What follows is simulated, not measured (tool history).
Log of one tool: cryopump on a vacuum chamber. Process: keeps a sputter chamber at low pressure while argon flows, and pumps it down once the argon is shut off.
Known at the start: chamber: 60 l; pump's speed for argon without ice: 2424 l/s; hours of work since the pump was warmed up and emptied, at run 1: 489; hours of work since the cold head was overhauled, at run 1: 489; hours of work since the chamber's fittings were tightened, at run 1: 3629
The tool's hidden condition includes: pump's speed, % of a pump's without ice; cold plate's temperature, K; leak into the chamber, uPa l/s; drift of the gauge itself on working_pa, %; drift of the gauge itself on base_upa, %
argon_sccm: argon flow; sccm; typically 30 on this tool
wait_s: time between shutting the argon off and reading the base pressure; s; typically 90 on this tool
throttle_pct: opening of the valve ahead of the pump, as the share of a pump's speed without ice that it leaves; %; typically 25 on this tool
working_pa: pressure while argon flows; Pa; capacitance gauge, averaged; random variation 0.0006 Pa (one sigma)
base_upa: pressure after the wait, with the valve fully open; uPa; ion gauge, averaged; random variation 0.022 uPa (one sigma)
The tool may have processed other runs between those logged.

| run | day | argon_sccm | wait_s | throttle_pct | hours of work since the pump was warmed up and emptied | hours of work since the cold head was overhauled | hours of work since the chamber's fittings were tightened | working_pa | base_upa |
|---|---|---|---|---|---|---|---|---|---|
| 1 | 0.000 | 30 | 90 | 25 | 489 | 489 | 3629 | 0.0892 | 2.22 |
| 2 | 0.962 | 30 | 90 | 25 | 506 | 506 | 3646 | 0.0895 | 2.24 |
| 3 | 1.925 | 30 | 90 | 25 | 524 | 524 | 3664 | 0.0910 | 2.32 |
| 4 | 2.625 | 30 | 90 | 25 | 537 | 537 | 3676 | 0.0910 | 2.27 |
| 5 | 3.233 | 30 | 90 | 25 | 548 | 548 | 3687 | 0.0915 | 2.28 |
| 6 | 4.225 | 28 | 90 | 25 | 566 | 566 | 3705 | 0.0863 | 2.34 |
| 7 | 4.912 | 28 | 90 | 25 | 578 | 578 | 3718 | 0.0850 | 2.47 |
| 8 | 5.529 | 30 | 47 | 25 | 589 | 589 | 3729 | 0.0921 | 2.87 |
| 9 | 6.708 | 30 | 246 | 20 | 611 | 611 | 3750 | 0.1132 | 2.24 |
| 10 | 7.817 | 25 | 90 | 60 | 631 | 631 | 3770 | 0.0367 | 2.54 |
| 11 | 8.450 | 52 | 90 | 60 | 642 | 642 | 3782 | 0.0764 | 2.53 |
| 12 | 9.042 | 52 | 90 | 60 | 653 | 653 | 3793 | 0.0763 | 2.50 |

For run 13, what comes out?
| 13 | 9.888 | 27 | 23 | 20 | 668 | 668 | 3808 | ? | ? |

Run 13 yielded working_pa 0.1030 Pa, base_upa 3.76 uPa.
Were there no unlogged condition in the tool, this run, its random variation unchanged, would have produced working_pa 0.0943 Pa, base_upa 1.76 uPa.

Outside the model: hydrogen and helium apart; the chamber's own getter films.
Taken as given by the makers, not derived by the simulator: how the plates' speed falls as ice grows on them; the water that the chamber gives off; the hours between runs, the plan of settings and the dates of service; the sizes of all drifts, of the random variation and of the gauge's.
